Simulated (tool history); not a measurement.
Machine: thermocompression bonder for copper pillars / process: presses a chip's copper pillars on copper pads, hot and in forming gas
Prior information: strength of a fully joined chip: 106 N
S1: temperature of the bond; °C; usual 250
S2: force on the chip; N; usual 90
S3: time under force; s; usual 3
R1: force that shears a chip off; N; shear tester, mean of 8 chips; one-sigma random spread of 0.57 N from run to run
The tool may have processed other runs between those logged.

run   hour   S1   S2  S3    R1
  1      0  250   90   3  72.7
      13.8  -- forming gas filter changed
  2   18.1  250   90   3  72.6
  3   29.3  250   90   4  78.4
  4   43.8  250   90   4  78.2
  5   59.4  250   90   3  72.5
  6   80.1  250   76   3  63.3
  7  100.4  250   76   3  62.8
  8  112.6  256   90   2  67.4
  9  123.1  273  123   7   101
 10  141.9  264   64   3  61.3
 11  161.1  240   65   3  48.9

5 options for the next run, each taken on its own from the tool as it stands now. Forecast them:
  A  179.6  240  128   3   ?
  B  179.6  250  104   3   ?
  C  179.6  250   65   3   ?
  D  179.6  229   90   3   ?
  E  179.6  235   62   8   ?

run    R1
  A  83.9
  B  78.7
  C  54.2
  D  59.9
  E  61.3
What these runs would have given with no unlogged condition in the tool:
run    R1
  A  85.3
  B  80.1
  C  55.3
  D  61.1
  E  62.5
